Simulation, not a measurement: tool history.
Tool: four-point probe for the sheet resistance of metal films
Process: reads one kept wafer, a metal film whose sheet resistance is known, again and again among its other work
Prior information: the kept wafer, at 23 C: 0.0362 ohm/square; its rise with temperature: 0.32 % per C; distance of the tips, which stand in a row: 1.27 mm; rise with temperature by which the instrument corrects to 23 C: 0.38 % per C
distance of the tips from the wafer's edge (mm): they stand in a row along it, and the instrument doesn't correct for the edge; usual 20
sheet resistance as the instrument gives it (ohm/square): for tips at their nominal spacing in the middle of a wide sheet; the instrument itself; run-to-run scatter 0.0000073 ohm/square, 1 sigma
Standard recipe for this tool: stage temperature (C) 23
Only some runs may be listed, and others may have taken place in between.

run	hour	stage temperature (C)	distance of the tips from the wafer's edge (mm)	sheet resistance as the instrument gives it (ohm/square)
1	0.0	23	20	0.036489
2	35.8	23	20	0.036500
3	92.6	34	20	0.036248
4	137.3	34	20	0.036250
5	174.7	34	20	0.036264
6	201.9	23	24	0.036495
7	256.5	23	24	0.036507
8	303.4	24	24	0.036482
9	351.8	32	20	0.036329
10	407.4	32	20	0.036333
11	432.9	23	20	0.036537
12	484.9	23	20	0.036552
13	513.7	22	5	0.037725
14	540.4	26	20	0.036483
15	594.3	30	17	0.036439
16	621.9	21	18	0.036638
17	653.8	29	72	0.036361
18	688.1	29	72	0.036354
19	741.7	31	3	0.039488
20	793.5	21	46	0.036584
21	833.6	21	46	0.036581
22	888.4	23	52	0.036528
23	941.5	20	11	0.036876

Taken out of this log: 2 entries between the listed runs. Where each belongs, and how the hidden state differs across it:
Logged between run 7 and run 8: stage's thermometer calibrated (hour 262.7)
  inner tips' distance over the nominal, %: 0.638 -> 0.652; tips' flats over new ones', %: 41 -> 42; wafer's true temperature over the reading, C: -0.05 -> -0.07
  measured minus no-state result, sheet resistance as the instrument gives it (ohm/square): +0.000245 -> +0.000248
Logged between run 12 and run 13: stage's thermometer calibrated, once more (hour 513.3)
  inner tips' distance over the nominal, %: 0.709 -> 0.718; tips' flats over new ones', %: 48 -> 49; wafer's true temperature over the reading, C: -0.06 -> -0.01
  measured minus no-state result, sheet resistance as the instrument gives it (ohm/square): +0.000272 -> +0.000289

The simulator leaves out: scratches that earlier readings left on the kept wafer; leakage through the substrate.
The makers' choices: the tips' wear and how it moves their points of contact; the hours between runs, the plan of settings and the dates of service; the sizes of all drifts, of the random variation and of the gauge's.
